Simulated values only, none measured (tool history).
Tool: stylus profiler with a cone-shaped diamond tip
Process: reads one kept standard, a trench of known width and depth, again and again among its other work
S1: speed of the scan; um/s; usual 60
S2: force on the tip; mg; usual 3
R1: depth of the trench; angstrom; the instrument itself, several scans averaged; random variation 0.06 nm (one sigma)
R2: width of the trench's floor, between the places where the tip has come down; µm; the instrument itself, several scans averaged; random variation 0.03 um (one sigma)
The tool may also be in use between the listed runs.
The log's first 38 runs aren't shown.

| run | hour | S1 | S2 | R1 | R2 |
|---|---|---|---|---|---|
| 39 | 2536.9 | 63 | 1.87 | 2022.6 | 47.91 |
| 40 | 2617.4 | 66 | 2.46 | 2029.8 | 47.9 |
| 41 | 2670.4 | 34 | 1.35 | 2020.6 | 47.98 |
| 42 | 2743.5 | 29 | 1.69 | 2022.3 | 47.96 |
| 43 | 2789.3 | 60 | 2.26 | 2026.6 | 47.88 |
| 44 | 2840.4 | 88 | 3 | 2033.3 | 47.9 |
| 45 | 2922.3 | 208 | 2.58 | 2030.2 | 47.65 |
| 46 | 3003.3 | 22 | 4 | 2039.6 | 47.98 |
| 47 | 3077.1 | 29 | 3.07 | 2033.5 | 48.02 |

3 ways to go on from here, each from the tool as it stands after run 47. What would each give?
| A | 3134.9 | 16 | 1.25 | ? | ? |
| B | 3134.9 | 60 | 1.06 | ? | ? |
| C | 3134.9 | 154 | 2.85 | ? | ? |

| run | R1 | R2 |
|---|---|---|
| A | 2018.9 | 47.96 |
| B | 2016.2 | 47.9 |
| C | 2032.3 | 47.73 |
Without the tool's hidden state the same runs would have given:
| run | R1 | R2 |
|---|---|---|
| A | 2018.8 | 47.96 |
| B | 2016.1 | 47.91 |
| C | 2032.3 | 47.74 |
